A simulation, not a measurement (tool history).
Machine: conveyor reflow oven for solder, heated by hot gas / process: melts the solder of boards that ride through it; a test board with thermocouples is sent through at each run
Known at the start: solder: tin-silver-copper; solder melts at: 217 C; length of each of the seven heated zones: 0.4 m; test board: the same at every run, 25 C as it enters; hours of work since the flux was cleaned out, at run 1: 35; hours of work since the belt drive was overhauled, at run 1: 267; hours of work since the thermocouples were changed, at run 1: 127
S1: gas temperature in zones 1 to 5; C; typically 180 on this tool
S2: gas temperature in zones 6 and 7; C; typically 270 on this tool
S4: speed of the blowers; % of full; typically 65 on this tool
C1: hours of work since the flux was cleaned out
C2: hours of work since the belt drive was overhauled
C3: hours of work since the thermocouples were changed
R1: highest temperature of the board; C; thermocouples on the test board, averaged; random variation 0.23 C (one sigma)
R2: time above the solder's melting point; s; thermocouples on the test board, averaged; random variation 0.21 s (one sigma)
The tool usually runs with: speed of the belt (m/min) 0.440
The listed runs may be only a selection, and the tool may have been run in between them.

Run 1, hour 0.0: usual settings; C1 35; C2 267; C3 127. Result: R1 258.8 C, R2 92.7 s.
Run 2, hour 12.3: usual settings but S4 70 % of full; C1 41; C2 273; C3 133. Result: R1 259.9 C, R2 93.8 s.
Run 3, hour 26.4: usual settings but S4 70 % of full; C1 48; C2 279; C3 139. Result: R1 259.5 C, R2 93.8 s.
Run 4, hour 42.5: usual settings; C1 55; C2 287; C3 147. Result: R1 258.8 C, R2 92.9 s.
Run 5, hour 56.1: usual settings but S4 52 % of full; C1 61; C2 293; C3 153. Result: R1 255.3 C, R2 88.7 s.
Run 6, hour 71.5: usual settings but S4 52 % of full; C1 68; C2 300; C3 160. Result: R1 255.3 C, R2 88.9 s.
Run 7, hour 79.4: usual settings but speed of the belt (m/min) 0.454; C1 72; C2 304; C3 164. Result: R1 257.5 C, R2 88.9 s.
Run 8, hour 88.5: usual settings but speed of the belt (m/min) 0.454; C1 76; C2 308; C3 168. Result: R1 257.5 C, R2 88.6 s.
Run 9, hour 102.2: usual settings but speed of the belt (m/min) 0.454; C1 83; C2 314; C3 175. Result: R1 257.3 C, R2 88.7 s.
Run 10, hour 116.0: usual settings but speed of the belt (m/min) 0.454; C1 89; C2 321; C3 181. Result: R1 258.1 C, R2 88.8 s.
At hour 121.8: flux residue cleaned out of gas plates and filters.
Run 11, hour 130.1: usual settings but speed of the belt (m/min) 0.454, S4 72 % of full; C1 4; C2 325; C3 185. Result: R1 259.0 C, R2 89.9 s.
Run 12, hour 146.3: usual settings but speed of the belt (m/min) 0.454, S4 72 % of full; C1 11; C2 332; C3 193. Result: R1 258.8 C, R2 90.4 s.
Run 13, hour 154.1: usual settings but speed of the belt (m/min) 0.454, S4 72 % of full; C1 15; C2 336; C3 196. Result: R1 258.8 C, R2 90.1 s.
Run 14, hour 163.8: usual settings but S1 177 C, speed of the belt (m/min) 0.454, S4 72 % of full; C1 19; C2 341; C3 201. Result: R1 258.5 C, R2 88.5 s.
Run 15, hour 171.5: usual settings; C1 23; C2 344; C3 204. Result: R1 258.3 C, R2 92.1 s.
At hour 185.3: flux residue cleaned out of gas plates and filters, once more.
Run 16, hour 187.2: usual settings but S1 170 C, S4 68 % of full; C1 1; C2 349; C3 209. Result: R1 258.8 C, R2 87.8 s.
Run 17, hour 202.4: usual settings but S1 175 C, speed of the belt (m/min) 0.437, S4 83 % of full; C1 8; C2 356; C3 216. Result: R1 261.9 C, R2 95.0 s.
Run 18, hour 211.6: usual settings but speed of the belt (m/min) 0.448, S4 58 % of full; C1 12; C2 360; C3 221. Result: R1 256.7 C, R2 89.1 s.

What will run 19 give?
Run 19, hour 219.8: usual settings but speed of the belt (m/min) 0.434, S4 58 % of full; C1 16; C2 364; C3 224. Result: R1 ?, R2 ?.

R1: 257.5 C
R2: 93.4 s
Had the tool carried no hidden state, the very same run would have given R1 257.7 C, R2 92.6 s.
